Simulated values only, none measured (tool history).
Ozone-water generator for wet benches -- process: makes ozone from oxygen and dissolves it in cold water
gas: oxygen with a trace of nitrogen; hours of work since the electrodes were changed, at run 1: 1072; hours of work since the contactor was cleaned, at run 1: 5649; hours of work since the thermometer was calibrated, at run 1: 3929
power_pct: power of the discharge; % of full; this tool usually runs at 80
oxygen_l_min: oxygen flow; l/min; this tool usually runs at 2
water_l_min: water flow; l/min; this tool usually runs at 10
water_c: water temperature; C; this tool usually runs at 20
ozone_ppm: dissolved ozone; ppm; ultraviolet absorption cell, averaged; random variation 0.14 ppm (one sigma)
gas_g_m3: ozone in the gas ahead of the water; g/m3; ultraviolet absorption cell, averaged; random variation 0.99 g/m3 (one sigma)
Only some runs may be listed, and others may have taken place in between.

run,hour,power_pct,oxygen_l_min,water_l_min,water_c,hours of work since the electrodes were changed,hours of work since the contactor was cleaned,hours of work since the thermometer was calibrated,ozone_ppm,gas_g_m3
1,0,80,2,10,20,1072,5649,3929,15.6,168.2
2,60.7,80,2,10,20,1129,5706,3986,15.7,167.4
3,116.1,80,2,8,20,1182,5758,4038,18.2,167.1
4,194.7,80,2,8,20,1256,5832,4112,18.4,166.6
5,267.7,80,2,8,20,1325,5901,4181,18.5,168.6
6,311.5,80,2,8,20,1366,5943,4222,18.3,166.5
7,359,80,2,10,20,1411,5987,4267,15.3,168
8,435.9,49,2.38,10,20,1483,6060,4340,11.5,113.3
9,491.3,49,1.46,10,20,1535,6112,4392,10,131.5
10,536.2,80,2,11,16,1578,6154,4434,14.9,166.1
# hour 549.4: water thermometer calibrated
11,620.7,80,2,11,16,1657,6234,67,14.8,166.1
12,678.9,49,2.35,8,20,1712,6289,122,13.6,114.9
13,766.3,71,1.24,9,20,1794,6371,204,13.3,177.5
14,814.8,50,1.24,8,20,1840,6417,250,11.6,139.7

What if the next run were any one of these 5? Each begins from the tool's condition after run 14:
A,858.5,80,2,13,20,1881,6458,291,?,?
B,858.5,58,1.24,7,17,1881,6458,291,?,?
C,858.5,80,1.84,11,14,1881,6458,291,?,?
D,858.5,80,1.7,6,20,1881,6458,291,?,?
E,858.5,80,2,10,14,1881,6458,291,?,?

run,ozone_ppm,gas_g_m3
A,12.3,166.3
B,14.4,154.9
C,14.3,168.2
D,21.4,172.6
E,16.4,164.6
With no hidden state in the tool, these same runs would have given:
run,ozone_ppm,gas_g_m3
A,13.1,172.7
B,15.2,159.7
C,15.3,174.7
D,22.7,179.3
E,17.5,170.9

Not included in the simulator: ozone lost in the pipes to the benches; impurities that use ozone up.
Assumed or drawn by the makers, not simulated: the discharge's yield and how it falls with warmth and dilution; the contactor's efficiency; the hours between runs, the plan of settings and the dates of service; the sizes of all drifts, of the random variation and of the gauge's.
